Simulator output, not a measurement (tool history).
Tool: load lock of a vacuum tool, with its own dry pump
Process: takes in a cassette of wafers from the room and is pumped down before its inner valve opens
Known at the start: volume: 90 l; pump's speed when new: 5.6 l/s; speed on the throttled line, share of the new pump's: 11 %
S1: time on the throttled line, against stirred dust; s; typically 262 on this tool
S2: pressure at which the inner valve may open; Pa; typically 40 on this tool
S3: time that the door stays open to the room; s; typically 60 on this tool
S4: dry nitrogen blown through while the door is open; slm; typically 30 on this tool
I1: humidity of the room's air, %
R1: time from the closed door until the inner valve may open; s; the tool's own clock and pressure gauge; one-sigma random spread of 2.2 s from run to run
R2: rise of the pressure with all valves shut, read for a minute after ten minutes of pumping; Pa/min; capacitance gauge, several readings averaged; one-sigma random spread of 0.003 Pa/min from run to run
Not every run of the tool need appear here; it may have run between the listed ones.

run     hour   S1  S2   S3  S4    I1     R1     R2
  1        0  262  40   60  30  43.9  383.1  0.363
  2    494.7  484  40   60  30    46  571.3  0.361
  3   1109.1  463  40   60  30  49.7  558.2  0.377
  4   1611.6  463  40   60  30  43.8  555.6  0.389
      2106.5  -- dry pump taken out, an overhauled one fitted
  5   2118.7  463  40   60  30  47.2  538.6  0.385
  6   2770.9  463  40   45  30  44.7  540.5  0.397
  7   3054.8  463  40   94  30  46.7  546.2  0.415
  8   3498.2  262  40   60  30  42.7  363.8  0.409
  9   4136.5  262  40   60  30  43.3    360  0.425
 10   4447.1  262  40   60  30  47.2  362.2  0.436
 11   4862.5  262  40   50  30  43.5  364.7  0.436
 12   5233.5  262  40   50  30    47  362.3  0.443
      5395.7  -- door's seal changed, seat wiped
 13   5779.3  262  40   50  30  46.5  366.8  0.029
 14   6259.6  262  40   50  16  44.3    365  0.029
 15   6750.1  262  40   50  16  46.6  365.3  0.034
 16   7118.1  295  40   50  16  45.2  397.7  0.032
 17   7492.7  295  40   50  16  46.1  394.1  0.034
 18     7966  193  40   60  30  42.8  305.8  0.028
 19   8235.3  193  40   60  30  46.5  304.7  0.037
 20   8748.6  193  40   60  30  46.5  304.7  0.035
 21   9088.6  180  40   60   6  43.9  294.4  0.048
 22   9406.1  180  40   60   6  48.4  294.7  0.047
 23   9851.8  262  36   60   4  46.5  368.8  0.054
 24  10491.3  262  36   60   4  44.6  373.3   0.06
 25  11020.8  262  36   60   4  48.7  370.4  0.061
 26  11649.8  262  40   32  17  49.1  372.7  0.047
 27  12189.3  262  40   32  17  40.6  371.8  0.043
 28  12662.1  262  40   32  17  41.1  376.8  0.052
 29  13259.2  262  64   32  36  45.1  363.4  0.047
 30  13684.7  262  64   32  36  47.1  360.1  0.056
 31  14020.5  262  40   60   4  43.9  372.9  0.071
 32  14533.5  262  34  143   5  43.7  376.1  0.102
 33  14910.9  262  69   60   6  44.6  362.3  0.078
 34  15331.5  516  40   31   6  46.2  599.1  0.071
 35  15805.4  492  40  118   8  45.4  582.1  0.102
 36  16176.3  142  46   42  12  46.1  265.2  0.076

Here are 3 independent what-if runs from the current tool condition. What would each one return?
  A  16457.7  234  40   60  26  46.2   ?   ?
  B  16457.7  221  58   60  30  44.4   ?   ?
  C  16457.7  220  40  167  19  43.2   ?   ?

run     R1     R2
  A  353.2   0.08
  B  329.6  0.072
  C  338.2  0.105
Without the tool's hidden state the same runs would have given:
run     R1     R2
  A    340  0.027
  B  317.2   0.02
  C  324.9  0.052
